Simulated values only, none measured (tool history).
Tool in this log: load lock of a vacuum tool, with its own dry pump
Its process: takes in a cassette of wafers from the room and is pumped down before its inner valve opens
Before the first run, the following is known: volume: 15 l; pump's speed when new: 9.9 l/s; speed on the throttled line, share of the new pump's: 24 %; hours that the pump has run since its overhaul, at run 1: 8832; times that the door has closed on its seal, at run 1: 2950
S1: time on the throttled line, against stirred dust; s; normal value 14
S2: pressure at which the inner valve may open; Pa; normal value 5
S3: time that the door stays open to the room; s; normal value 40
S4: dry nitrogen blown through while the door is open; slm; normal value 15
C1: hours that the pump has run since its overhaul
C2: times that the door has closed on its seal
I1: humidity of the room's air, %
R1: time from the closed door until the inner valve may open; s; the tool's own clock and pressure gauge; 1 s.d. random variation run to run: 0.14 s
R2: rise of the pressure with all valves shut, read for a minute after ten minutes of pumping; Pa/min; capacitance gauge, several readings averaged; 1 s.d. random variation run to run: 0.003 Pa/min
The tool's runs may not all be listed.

run 1 day=0 | S1=14 S2=5 S3=40 S4=15 | C1=8832 C2=2950 | I1=47.7 | R1=27.1 R2=0.054
run 2 day=7.533 | S1=14 S2=5 S3=40 S4=15 | C1=9013 C2=3204 | I1=44.4 | R1=27.3 R2=0.062
run 3 day=20.975 | S1=14 S2=5 S3=40 S4=15 | C1=9336 C2=3657 | I1=46 | R1=27.1 R2=0.062
run 4 day=32.7 | S1=14 S2=5 S3=40 S4=15 | C1=9617 C2=4052 | I1=42.6 | R1=27.4 R2=0.067
run 5 day=44.538 | S1=14 S2=5 S3=40 S4=15 | C1=9901 C2=4452 | I1=41.4 | R1=27.2 R2=0.074
run 6 day=53.946 | S1=14 S2=5 S3=40 S4=15 | C1=10127 C2=4769 | I1=43.1 | R1=27.3 R2=0.074
run 7 day=60.967 | S1=14 S2=5 S3=40 S4=15 | C1=10295 C2=5006 | I1=45.5 | R1=27.5 R2=0.085
run 8 day=73.904 | S1=14 S2=5 S3=40 S4=15 | C1=10606 C2=5442 | I1=45.1 | R1=27.2 R2=0.086
-- day=74.921 dry pump taken out, an overhauled one fitted
run 9 day=86.021 | S1=14 S2=5 S3=40 S4=15 | C1=266 C2=5842 | I1=44.5 | R1=25.6 R2=0.091
run 10 day=101.021 | S1=18 S2=5 S3=40 S4=15 | C1=626 C2=6348 | I1=44.1 | R1=28.7 R2=0.098
run 11 day=109.579 | S1=14 S2=5 S3=40 S4=44 | C1=832 C2=6636 | I1=42.6 | R1=26 R2=0.093
run 12 day=117.317 | S1=14 S2=5 S3=40 S4=44 | C1=1018 C2=6897 | I1=45.6 | R1=26.1 R2=0.098
run 13 day=125.546 | S1=14 S2=5 S3=40 S4=15 | C1=1215 C2=7175 | I1=44.2 | R1=26 R2=0.115
run 14 day=134.679 | S1=14 S2=5 S3=40 S4=15 | C1=1434 C2=7483 | I1=44.1 | R1=26.1 R2=0.118
run 15 day=144.058 | S1=14 S2=5 S3=40 S4=15 | C1=1659 C2=7799 | I1=47 | R1=26 R2=0.122
run 16 day=159.033 | S1=14 S2=5 S3=32 S4=15 | C1=2019 C2=8304 | I1=43.2 | R1=25.9 R2=0.131
run 17 day=171.425 | S1=14 S2=5 S3=32 S4=15 | C1=2316 C2=8722 | I1=47.1 | R1=26 R2=0.142
run 18 day=180.067 | S1=7 S2=5 S3=89 S4=15 | C1=2524 C2=9013 | I1=45.5 | R1=20.6 R2=0.169
run 19 day=188.625 | S1=12 S2=8 S3=92 S4=6 | C1=2729 C2=9302 | I1=44.3 | R1=23.8 R2=0.178
run 20 day=196.004 | S1=12 S2=8 S3=33 S4=32 | C1=2906 C2=9551 | I1=46 | R1=23.6 R2=0.143
run 21 day=205.983 | S1=14 S2=7 S3=60 S4=26 | C1=3146 C2=9887 | I1=42.5 | R1=25.8 R2=0.167
run 22 day=220.158 | S1=23 S2=5 S3=110 S4=9 | C1=3486 C2=10365 | I1=43.8 | R1=32.9 R2=0.198
run 23 day=231.6 | S1=23 S2=5 S3=110 S4=9 | C1=3760 C2=10751 | I1=42.8 | R1=33.1 R2=0.208
run 24 day=239.9 | S1=23 S2=5 S3=110 S4=9 | C1=3960 C2=11031 | I1=47.1 | R1=33.1 R2=0.212
run 25 day=250.362 | S1=23 S2=5 S3=110 S4=9 | C1=4211 C2=11384 | I1=42.4 | R1=33 R2=0.222
run 26 day=265.025 | S1=23 S2=9 S3=224 S4=38 | C1=4563 C2=11878 | I1=45.2 | R1=32.4 R2=0.225
run 27 day=275.404 | S1=26 S2=6 S3=76 S4=15 | C1=4812 C2=12228 | I1=44.8 | R1=34.8 R2=0.225

Each row is a separate what-if for the run after 27, all from the same tool condition, not one after another. Results?
run A day=288.571 | S1=9 S2=7 S3=220 S4=15 | C1=5128 C2=12672 | I1=45.2 | R1=? R2=?
run B day=288.571 | S1=26 S2=4 S3=34 S4=4 | C1=5128 C2=12672 | I1=43.7 | R1=? R2=?
run C day=288.571 | S1=26 S2=6 S3=54 S4=15 | C1=5128 C2=12672 | I1=41.9 | R1=? R2=?

run=A R1=22.1 R2=0.266
run=B R1=35.7 R2=0.221
run=C R1=35.3 R2=0.224
What these runs would have given with no unlogged condition in the tool:
run=A R1=21.4 R2=0.071
run=B R1=35.2 R2=0.034
run=C R1=34.9 R2=0.031
